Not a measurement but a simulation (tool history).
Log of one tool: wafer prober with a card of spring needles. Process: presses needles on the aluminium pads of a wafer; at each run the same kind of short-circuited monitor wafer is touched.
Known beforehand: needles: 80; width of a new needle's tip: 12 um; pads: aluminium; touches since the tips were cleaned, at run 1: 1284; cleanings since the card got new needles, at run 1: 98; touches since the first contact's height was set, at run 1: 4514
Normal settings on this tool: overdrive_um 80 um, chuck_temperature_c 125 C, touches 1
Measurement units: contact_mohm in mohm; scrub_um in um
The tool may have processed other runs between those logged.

| run | day | overdrive_um | chuck_temperature_c | touches | touches since the tips were cleaned | cleanings since the card got new needles | touches since the first contact's height was set | contact_mohm | scrub_um |
|---|---|---|---|---|---|---|---|---|---|
| 1 | 0.000 | 80 | 125 | 1 | 1284 | 98 | 4514 | 231 | 15.35 |
|  | 0.621 | tips cleaned on abrasive film |
| 2 | 1.112 | 80 | 125 | 1 | 4575 | 99 | 14813 | 231 | 15.23 |
|  | 1.362 | tips cleaned on abrasive film |
|  | 2.075 | tips cleaned on abrasive film |
|  | 2.896 | tips cleaned on abrasive film |
| 3 | 2.925 | 80 | 125 | 1 | 265 | 102 | 31515 | 229 | 15.20 |
|  | 3.725 | tips cleaned on abrasive film |
|  | 4.550 | tips cleaned on abrasive film |
| 4 | 4.712 | 80 | 125 | 1 | 1503 | 104 | 48030 | 229 | 15.03 |
|  | 5.421 | tips cleaned on abrasive film |
|  | 6.233 | tips cleaned on abrasive film |
| 5 | 6.233 | 80 | 125 | 1 | 0 | 106 | 62060 | 232 | 15.26 |
|  | 6.933 | tips cleaned on abrasive film |
|  | 7.725 | tips cleaned on abrasive film |
| 6 | 8.004 | 80 | 28 | 1 | 2587 | 108 | 78421 | 211 | 15.28 |
|  | 8.442 | tips cleaned on abrasive film |
|  | 9.212 | tips cleaned on abrasive film |
|  | 9.912 | tips cleaned on abrasive film |
| 7 | 9.912 | 80 | 28 | 1 | 0 | 111 | 96018 | 205 | 15.24 |
|  | 10.704 | tips cleaned on abrasive film |
|  | 11.512 | tips cleaned on abrasive film |
| 8 | 11.738 | 80 | 28 | 1 | 2088 | 113 | 112880 | 209 | 15.36 |
|  | 12.275 | tips cleaned on abrasive film |
| 9 | 12.962 | 80 | 28 | 1 | 6372 | 114 | 124203 | 207 | 15.31 |
|  | 13.142 | tips cleaned on abrasive film |
|  | 13.954 | tips cleaned on abrasive film |
| 10 | 14.642 | 80 | 28 | 1 | 6399 | 116 | 139720 | 210 | 15.54 |
|  | 14.742 | tips cleaned on abrasive film |
|  | 15.538 | tips cleaned on abrasive film |
|  | 16.362 | tips cleaned on abrasive film |
| 11 | 16.396 | 80 | 28 | 1 | 298 | 119 | 155884 | 211 | 15.36 |
|  | 17.229 | tips cleaned on abrasive film |
|  | 17.954 | tips cleaned on abrasive film |
| 12 | 18.225 | 80 | 125 | 1 | 2544 | 121 | 172793 | 232 | 15.30 |
|  | 18.729 | tips cleaned on abrasive film |
| 13 | 19.283 | 80 | 125 | 1 | 5138 | 122 | 182549 | 232 | 15.40 |
|  | 19.450 | tips cleaned on abrasive film |
|  | 20.212 | tips cleaned on abrasive film |
|  | 20.921 | tips cleaned on abrasive film |
| 14 | 20.921 | 80 | 125 | 1 | 0 | 125 | 197637 | 230 | 15.37 |
|  | 21.767 | tips cleaned on abrasive film |
| 15 | 22.117 | 96 | 125 | 2 | 3253 | 126 | 208703 | 233 | 18.54 |
|  | 22.592 | tips cleaned on abrasive film |
|  | 23.296 | tips cleaned on abrasive film |
|  | 24.017 | tips cleaned on abrasive film |
| 16 | 24.017 | 72 | 77 | 1 | 0 | 129 | 226243 | 221 | 14.00 |
|  | 24.762 | tips cleaned on abrasive film |
|  | 25.588 | tips cleaned on abrasive film |
| 17 | 25.900 | 80 | 29 | 1 | 2898 | 131 | 243637 | 208 | 15.24 |
|  | 26.133 | height of the first contact set anew |
|  | 26.421 | tips cleaned on abrasive film |
|  | 27.142 | tips cleaned on abrasive film |
| 18 | 27.433 | 67 | 125 | 3 | 2699 | 133 | 11989 | 231 | 12.94 |
|  | 27.925 | tips cleaned on abrasive film |
| 19 | 28.275 | 67 | 125 | 3 | 3224 | 134 | 19747 | 234 | 12.80 |
|  | 28.725 | tips cleaned on abrasive film |
| 20 | 29.262 | 75 | 107 | 3 | 5008 | 135 | 28898 | 230 | 14.48 |
|  | 29.467 | tips cleaned on abrasive film |
|  | 30.233 | tips cleaned on abrasive film |
| 21 | 30.233 | 75 | 27 | 2 | 0 | 137 | 37819 | 211 | 14.55 |
|  | 30.954 | tips cleaned on abrasive film |
|  | 31.671 | tips cleaned on abrasive film |
| 22 | 32.158 | 75 | 27 | 2 | 4545 | 139 | 55624 | 208 | 14.53 |
|  | 32.421 | tips cleaned on abrasive film |
|  | 33.192 | tips cleaned on abrasive film |
| 23 | 33.862 | 67 | 40 | 1 | 6225 | 141 | 71343 | 213 | 13.03 |
|  | 33.971 | tips cleaned on abrasive film |
|  | 34.679 | tips cleaned on abrasive film |
| 24 | 34.679 | 98 | 94 | 2 | 0 | 143 | 78836 | 225 | 19.00 |
|  | 35.512 | tips cleaned on abrasive film |
|  | 36.346 | tips cleaned on abrasive film |
| 25 | 36.621 | 81 | 125 | 2 | 2571 | 145 | 96800 | 225 | 15.99 |
|  | 37.129 | tips cleaned on abrasive film |
|  | 37.875 | tips cleaned on abrasive film |
| 26 | 37.942 | 90 | 67 | 2 | 599 | 147 | 108965 | 219 | 17.39 |

Branching from run 26: 5 alternative next runs. What would each branch give?
|  | 38.646 | tips cleaned on abrasive film |
| A | 38.783 | 86 | 27 | 1 | 1285 | 148 | 116742 | ? | ? |
|  | 38.646 | tips cleaned on abrasive film |
| B | 38.783 | 93 | 67 | 2 | 1285 | 148 | 116742 | ? | ? |
|  | 38.646 | tips cleaned on abrasive film |
| C | 38.783 | 77 | 56 | 1 | 1285 | 148 | 116742 | ? | ? |
|  | 38.646 | tips cleaned on abrasive film |
| D | 38.783 | 90 | 73 | 3 | 1285 | 148 | 116742 | ? | ? |
|  | 38.646 | tips cleaned on abrasive film |
| E | 38.783 | 90 | 78 | 1 | 1285 | 148 | 116742 | ? | ? |

| run | contact_mohm | scrub_um |
|---|---|---|
| A | 209 | 16.70 |
| B | 217 | 18.17 |
| C | 218 | 14.97 |
| D | 217 | 17.50 |
| E | 221 | 17.48 |
Without the tool's hidden state the same runs would have given:
| run | contact_mohm | scrub_um |
|---|---|---|
| A | 209 | 16.33 |
| B | 217 | 17.76 |
| C | 218 | 14.63 |
| D | 217 | 17.11 |
| E | 221 | 17.10 |
